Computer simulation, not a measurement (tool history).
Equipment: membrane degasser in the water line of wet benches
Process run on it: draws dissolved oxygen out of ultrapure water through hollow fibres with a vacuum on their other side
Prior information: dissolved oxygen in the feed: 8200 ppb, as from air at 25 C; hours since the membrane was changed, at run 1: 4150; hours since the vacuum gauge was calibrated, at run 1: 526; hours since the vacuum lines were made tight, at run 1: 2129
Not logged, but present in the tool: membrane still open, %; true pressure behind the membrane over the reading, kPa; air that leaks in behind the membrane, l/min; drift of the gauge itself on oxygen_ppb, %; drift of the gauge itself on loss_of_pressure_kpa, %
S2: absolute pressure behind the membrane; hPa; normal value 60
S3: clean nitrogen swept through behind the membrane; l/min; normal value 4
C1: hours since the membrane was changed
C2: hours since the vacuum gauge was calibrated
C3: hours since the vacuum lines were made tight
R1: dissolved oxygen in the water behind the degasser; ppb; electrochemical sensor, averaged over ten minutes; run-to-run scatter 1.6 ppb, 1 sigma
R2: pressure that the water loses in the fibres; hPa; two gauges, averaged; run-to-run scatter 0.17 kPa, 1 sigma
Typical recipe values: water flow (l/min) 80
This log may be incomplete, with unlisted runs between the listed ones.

{"run": 1, "hour": 0.0, "water flow (l/min)": 80, "S2": 60, "S3": 4, "C1": 4150, "C2": 526, "C3": 2129, "R1": 173.6, "R2": 303.6}
{"run": 2, "hour": 113.5, "water flow (l/min)": 80, "S2": 103.8, "S3": 4, "C1": 4264, "C2": 640, "C3": 2242, "R1": 360.5, "R2": 305.5}
{"run": 3, "hour": 179.2, "water flow (l/min)": 80, "S2": 60, "S3": 4, "C1": 4330, "C2": 705, "C3": 2308, "R1": 175.6, "R2": 309.2}
{"run": 4, "hour": 249.9, "water flow (l/min)": 80, "S2": 60, "S3": 4, "C1": 4400, "C2": 776, "C3": 2379, "R1": 175.3, "R2": 304.1}
{"run": 5, "hour": 322.3, "water flow (l/min)": 80, "S2": 60, "S3": 4, "C1": 4473, "C2": 848, "C3": 2451, "R1": 178.4, "R2": 309}
{"run": 6, "hour": 379.6, "water flow (l/min)": 80, "S2": 60, "S3": 4, "C1": 4530, "C2": 906, "C3": 2508, "R1": 176.7, "R2": 308.8}
{"run": 7, "hour": 447.3, "water flow (l/min)": 80, "S2": 60, "S3": 1.67, "C1": 4598, "C2": 973, "C3": 2576, "R1": 303.6, "R2": 305.5}
{"run": 8, "hour": 522.4, "water flow (l/min)": 80, "S2": 60, "S3": 1.67, "C1": 4673, "C2": 1048, "C3": 2651, "R1": 312.1, "R2": 311.3}
{"run": 9, "hour": 628.4, "water flow (l/min)": 64, "S2": 60, "S3": 4, "C1": 4779, "C2": 1154, "C3": 2757, "R1": 140.9, "R2": 247}
{"run": 10, "hour": 680.7, "water flow (l/min)": 64, "S2": 60, "S3": 4, "C1": 4831, "C2": 1207, "C3": 2809, "R1": 142.2, "R2": 246.4}
{"run": 11, "hour": 762.5, "water flow (l/min)": 64, "S2": 60, "S3": 4, "C1": 4913, "C2": 1289, "C3": 2891, "R1": 143.2, "R2": 249}
{"run": 12, "hour": 874.2, "water flow (l/min)": 80, "S2": 60, "S3": 4, "C1": 5025, "C2": 1400, "C3": 3003, "R1": 182.9, "R2": 310.2}
{"run": 13, "hour": 969.9, "water flow (l/min)": 80, "S2": 60, "S3": 2.93, "C1": 5120, "C2": 1496, "C3": 3099, "R1": 221.9, "R2": 307.2}
{"run": 14, "hour": 1066.3, "water flow (l/min)": 90, "S2": 60, "S3": 4, "C1": 5217, "C2": 1592, "C3": 3195, "R1": 204.8, "R2": 350.2}
{"run": 15, "hour": 1150.3, "water flow (l/min)": 90, "S2": 60, "S3": 4, "C1": 5301, "C2": 1676, "C3": 3279, "R1": 213.4, "R2": 348.8}
{"hour": 1205.7, "done": "seals of the vacuum lines changed"}
{"run": 16, "hour": 1243.1, "water flow (l/min)": 90, "S2": 60, "S3": 4, "C1": 5391, "C2": 1767, "C3": 37, "R1": 208.3, "R2": 348.5}
{"run": 17, "hour": 1339.9, "water flow (l/min)": 90, "S2": 60, "S3": 4, "C1": 5488, "C2": 1864, "C3": 134, "R1": 210.2, "R2": 350.2}
{"run": 18, "hour": 1403.6, "water flow (l/min)": 90, "S2": 58.8, "S3": 6.86, "C1": 5552, "C2": 1928, "C3": 198, "R1": 153.4, "R2": 351.7}
{"run": 19, "hour": 1464.3, "water flow (l/min)": 60, "S2": 88, "S3": 4.29, "C1": 5613, "C2": 1988, "C3": 259, "R1": 218.1, "R2": 236.3}
{"run": 20, "hour": 1565.2, "water flow (l/min)": 60, "S2": 88, "S3": 4.29, "C1": 5714, "C2": 2089, "C3": 360, "R1": 218.4, "R2": 234.6}
{"run": 21, "hour": 1618.5, "water flow (l/min)": 110, "S2": 52.7, "S3": 3.82, "C1": 5767, "C2": 2143, "C3": 413, "R1": 229.4, "R2": 429.9}
{"run": 22, "hour": 1720.5, "water flow (l/min)": 110, "S2": 52.7, "S3": 3.82, "C1": 5869, "C2": 2244, "C3": 515, "R1": 227.4, "R2": 435.4}
{"run": 23, "hour": 1777.1, "water flow (l/min)": 110, "S2": 52.7, "S3": 3.82, "C1": 5925, "C2": 2301, "C3": 571, "R1": 230.1, "R2": 432.2}
{"run": 24, "hour": 1845.3, "water flow (l/min)": 110, "S2": 108.2, "S3": 3.82, "C1": 5994, "C2": 2369, "C3": 640, "R1": 538.6, "R2": 432.3}
{"run": 25, "hour": 1929.1, "water flow (l/min)": 70, "S2": 108.2, "S3": 11.53, "C1": 6078, "C2": 2453, "C3": 723, "R1": 161.8, "R2": 276.5}
{"run": 26, "hour": 2037.1, "water flow (l/min)": 70, "S2": 108.2, "S3": 11.53, "C1": 6185, "C2": 2561, "C3": 831, "R1": 161, "R2": 277.6}
{"run": 27, "hour": 2101.0, "water flow (l/min)": 70, "S2": 108.2, "S3": 11.53, "C1": 6249, "C2": 2625, "C3": 895, "R1": 163.1, "R2": 278.4}
{"run": 28, "hour": 2197.1, "water flow (l/min)": 110, "S2": 42.7, "S3": 11.53, "C1": 6346, "C2": 2721, "C3": 991, "R1": 129.8, "R2": 437.8}
{"run": 29, "hour": 2251.9, "water flow (l/min)": 90, "S2": 144.7, "S3": 6.6, "C1": 6400, "C2": 2776, "C3": 1046, "R1": 418.7, "R2": 356.2}
{"run": 30, "hour": 2341.2, "water flow (l/min)": 54, "S2": 60, "S3": 4, "C1": 6490, "C2": 2865, "C3": 1136, "R1": 127.3, "R2": 216.7}
{"run": 31, "hour": 2448.0, "water flow (l/min)": 54, "S2": 60, "S3": 4, "C1": 6596, "C2": 2972, "C3": 1242, "R1": 125.4, "R2": 215.7}
{"run": 32, "hour": 2559.7, "water flow (l/min)": 80, "S2": 38.2, "S3": 11.13, "C1": 6708, "C2": 3084, "C3": 1354, "R1": 80.7, "R2": 320.3}
{"run": 33, "hour": 2679.7, "water flow (l/min)": 80, "S2": 60, "S3": 1.67, "C1": 6828, "C2": 3204, "C3": 1474, "R1": 335.9, "R2": 322.4}

Alternative continuations, all from the tool just after run 33; predict every row:
{"run": "A", "hour": 2787.1, "water flow (l/min)": 79, "S2": 60, "S3": 1.67, "C1": 6935, "C2": 3311, "C3": 1581, "R1": "?", "R2": "?"}
{"run": "B", "hour": 2787.1, "water flow (l/min)": 82, "S2": 60, "S3": 5.44, "C1": 6935, "C2": 3311, "C3": 1581, "R1": "?", "R2": "?"}
{"run": "C", "hour": 2787.1, "water flow (l/min)": 48, "S2": 109.5, "S3": 4, "C1": 6935, "C2": 3311, "C3": 1581, "R1": "?", "R2": "?"}

run=A R1=335.1 R2=317.3
run=B R1=170 R2=329.5
run=C R1=246.9 R2=194.7
What these runs would have given with no unlogged condition in the tool:
run=A R1=280.8 R2=281
run=B R1=129.5 R2=291.8
run=C R1=224.4 R2=172.6

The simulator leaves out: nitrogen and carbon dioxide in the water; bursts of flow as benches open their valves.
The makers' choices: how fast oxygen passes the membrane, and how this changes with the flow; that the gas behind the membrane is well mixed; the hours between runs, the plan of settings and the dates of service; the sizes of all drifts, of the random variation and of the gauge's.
